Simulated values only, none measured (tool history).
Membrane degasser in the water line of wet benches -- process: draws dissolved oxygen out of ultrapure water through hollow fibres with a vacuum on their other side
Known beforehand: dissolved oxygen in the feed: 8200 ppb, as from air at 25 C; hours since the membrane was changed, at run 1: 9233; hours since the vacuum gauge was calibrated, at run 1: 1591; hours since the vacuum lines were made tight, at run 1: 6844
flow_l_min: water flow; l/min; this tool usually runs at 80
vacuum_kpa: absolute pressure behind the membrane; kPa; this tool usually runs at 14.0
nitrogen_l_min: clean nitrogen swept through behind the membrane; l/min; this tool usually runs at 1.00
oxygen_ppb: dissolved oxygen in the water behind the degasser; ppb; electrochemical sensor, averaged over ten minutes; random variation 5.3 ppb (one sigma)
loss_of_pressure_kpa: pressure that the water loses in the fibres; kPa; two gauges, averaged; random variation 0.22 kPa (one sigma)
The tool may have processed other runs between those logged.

| run | day | flow_l_min | vacuum_kpa | nitrogen_l_min | hours since the membrane was changed | hours since the vacuum gauge was calibrated | hours since the vacuum lines were made tight | oxygen_ppb | loss_of_pressure_kpa |
|---|---|---|---|---|---|---|---|---|---|
| 1 | 0.000 | 80 | 14.0 | 1.00 | 9233 | 1591 | 6844 | 1365.6 | 53.87 |
| 2 | 12.417 | 80 | 14.0 | 1.00 | 9531 | 1889 | 7142 | 1369.1 | 53.91 |
| 3 | 24.388 | 58 | 14.0 | 1.00 | 9818 | 2176 | 7429 | 1078.5 | 39.27 |
| 4 | 32.921 | 54 | 14.0 | 1.00 | 10023 | 2381 | 7634 | 1021.2 | 36.88 |
| 5 | 42.392 | 54 | 14.0 | 1.00 | 10250 | 2608 | 7861 | 1019.2 | 36.60 |
| 6 | 54.471 | 54 | 14.0 | 1.00 | 10540 | 2898 | 8151 | 1015.0 | 36.55 |
| 7 | 63.496 | 80 | 23.0 | 1.00 | 10757 | 3115 | 8368 | 2187.2 | 54.35 |
| 8 | 72.550 | 80 | 23.0 | 1.00 | 10974 | 3332 | 8585 | 2173.8 | 54.18 |
| 9 | 79.388 | 80 | 14.0 | 1.00 | 11138 | 3496 | 8749 | 1358.0 | 54.15 |
| 10 | 90.896 | 80 | 14.0 | 1.00 | 11414 | 3772 | 9025 | 1353.1 | 53.87 |
|  | 92.658 | seals of the vacuum lines changed |
| 11 | 103.350 | 80 | 14.0 | 1.00 | 11711 | 4069 | 257 | 1339.7 | 54.13 |
| 12 | 111.721 | 80 | 14.0 | 2.01 | 11912 | 4270 | 458 | 873.2 | 54.28 |
| 13 | 122.033 | 80 | 14.0 | 1.00 | 12159 | 4518 | 705 | 1345.0 | 54.12 |
| 14 | 128.500 | 80 | 14.0 | 2.19 | 12315 | 4673 | 860 | 823.6 | 54.02 |
|  | 129.542 | vacuum gauge calibrated |
| 15 | 141.646 | 80 | 27.2 | 1.00 | 12630 | 291 | 1175 | 2511.8 | 54.06 |
| 16 | 148.012 | 80 | 27.2 | 1.00 | 12783 | 443 | 1328 | 2494.5 | 54.54 |
| 17 | 153.683 | 123 | 14.0 | 1.00 | 12919 | 579 | 1464 | 1801.7 | 83.59 |
| 18 | 165.262 | 57 | 14.0 | 0.93 | 13197 | 857 | 1742 | 1096.6 | 38.37 |
| 19 | 177.150 | 56 | 24.3 | 1.00 | 13482 | 1143 | 2027 | 1806.0 | 37.64 |
| 20 | 183.417 | 56 | 27.4 | 1.00 | 13632 | 1293 | 2178 | 1999.0 | 38.32 |
| 21 | 192.821 | 80 | 12.4 | 0.53 | 13858 | 1519 | 2403 | 1623.9 | 54.13 |
| 22 | 200.629 | 97 | 15.7 | 2.84 | 14045 | 1706 | 2591 | 935.5 | 65.68 |
| 23 | 209.325 | 95 | 15.7 | 1.08 | 14254 | 1915 | 2799 | 1623.0 | 63.90 |
| 24 | 216.896 | 95 | 15.7 | 1.08 | 14436 | 2096 | 2981 | 1612.3 | 64.42 |
|  | 221.038 | gauge calibrated |
| 25 | 226.854 | 95 | 15.7 | 1.08 | 14675 | 2335 | 3220 | 1664.4 | 64.14 |
| 26 | 238.133 | 80 | 29.9 | 1.00 | 14945 | 2606 | 3491 | 2737.4 | 54.49 |
| 27 | 246.996 | 80 | 29.9 | 1.00 | 15158 | 2819 | 3704 | 2737.7 | 54.12 |
| 28 | 259.138 | 80 | 29.9 | 1.00 | 15450 | 3110 | 3995 | 2732.3 | 54.51 |
| 29 | 264.625 | 123 | 17.5 | 1.00 | 15581 | 3242 | 4127 | 2259.7 | 82.69 |
| 30 | 270.717 | 69 | 20.7 | 1.93 | 15727 | 3388 | 4273 | 1198.4 | 46.36 |
| 31 | 280.338 | 69 | 20.7 | 1.93 | 15958 | 3619 | 4504 | 1186.2 | 46.67 |
|  | 281.525 | membrane cartridge changed |
| 32 | 291.421 | 62 | 17.6 | 0.46 | 238 | 3881 | 4766 | 2215.4 | 41.87 |
| 33 | 296.862 | 62 | 17.6 | 0.46 | 368 | 4012 | 4896 | 2201.7 | 41.86 |

Each row is a separate what-if for the run after 33, all from the same tool condition, not one after another. Results?
| A | 304.292 | 49 | 11.0 | 0.84 | 546 | 4190 | 5075 | ? | ? |
| B | 304.292 | 80 | 14.0 | 0.52 | 546 | 4190 | 5075 | ? | ? |
| C | 304.292 | 80 | 14.0 | 1.98 | 546 | 4190 | 5075 | ? | ? |

| run | oxygen_ppb | loss_of_pressure_kpa |
|---|---|---|
| A | 791.3 | 33.21 |
| B | 1903.6 | 53.66 |
| C | 892.2 | 53.76 |
Had the tool no hidden state, the same runs would have come out as:
| run | oxygen_ppb | loss_of_pressure_kpa |
|---|---|---|
| A | 799.0 | 33.21 |
| B | 1923.2 | 53.65 |
| C | 901.2 | 53.76 |
